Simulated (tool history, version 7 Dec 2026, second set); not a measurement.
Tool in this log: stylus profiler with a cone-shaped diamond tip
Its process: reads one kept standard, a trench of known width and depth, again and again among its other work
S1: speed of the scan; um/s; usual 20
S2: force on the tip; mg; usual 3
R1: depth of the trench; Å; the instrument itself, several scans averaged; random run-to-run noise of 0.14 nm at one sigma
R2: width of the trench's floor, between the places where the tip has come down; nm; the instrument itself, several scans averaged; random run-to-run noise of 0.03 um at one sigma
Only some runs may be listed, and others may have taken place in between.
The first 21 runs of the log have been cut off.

| run | hour | S1 | S2 | R1 | R2 |
|---|---|---|---|---|---|
| 22 | 1167.6 | 17 | 2.88 | 5080.7 | 16380 |
| 23 | 1235.8 | 43 | 1.86 | 5066.9 | 16200 |
| 24 | 1280.6 | 14 | 3 | 5081.4 | 16320 |
| 25 | 1327.9 | 41 | 3 | 5082.6 | 16260 |
| 26 | 1385.3 | 17 | 5.31 | 5113 | 16340 |
| 27 | 1427.6 | 17 | 1.99 | 5067.7 | 16300 |
| 28 | 1500 | 37 | 3.13 | 5085.7 | 16190 |
| 29 | 1570 | 7 | 1.66 | 5064.6 | 16330 |
| 30 | 1650.6 | 6 | 6.25 | 5125.9 | 16350 |
| 31 | 1727.6 | 8 | 1.71 | 5068.2 | 16250 |
| 32 | 1794.6 | 7 | 2.69 | 5084.8 | 16260 |
| 33 | 1852.1 | 70 | 2.69 | 5088.5 | 16010 |
| 34 | 1915.5 | 5 | 1.44 | 5067.1 | 16220 |
| 35 | 1951.5 | 10 | 2.17 | 5081.6 | 16180 |
| 36 | 2030.2 | 10 | 2.17 | 5080.1 | 16190 |
| 37 | 2064.2 | 10 | 4.76 | 5115 | 16170 |
| 38 | 2100.4 | 10 | 4.76 | 5115.5 | 16180 |
| 39 | 2167.9 | 15 | 7.39 | 5144.2 | 16160 |
| 40 | 2232.8 | 25 | 4.59 | 5111.5 | 16100 |

4 ways to go on from here, each from the tool as it stands after run 40. What would each give?
| A | 2276.5 | 24 | 3 | ? | ? |
| B | 2276.5 | 66 | 8.29 | ? | ? |
| C | 2276.5 | 67 | 3 | ? | ? |
| D | 2276.5 | 20 | 1.24 | ? | ? |

| run | R1 | R2 |
|---|---|---|
| A | 5092.8 | 16060 |
| B | 5151.3 | 16010 |
| C | 5094.3 | 15900 |
| D | 5066 | 15990 |
Had the tool no hidden state, the same runs would have come out as:
| run | R1 | R2 |
|---|---|---|
| A | 5057.9 | 16910 |
| B | 5116 | 16850 |
| C | 5059.4 | 16740 |
| D | 5031.3 | 16830 |
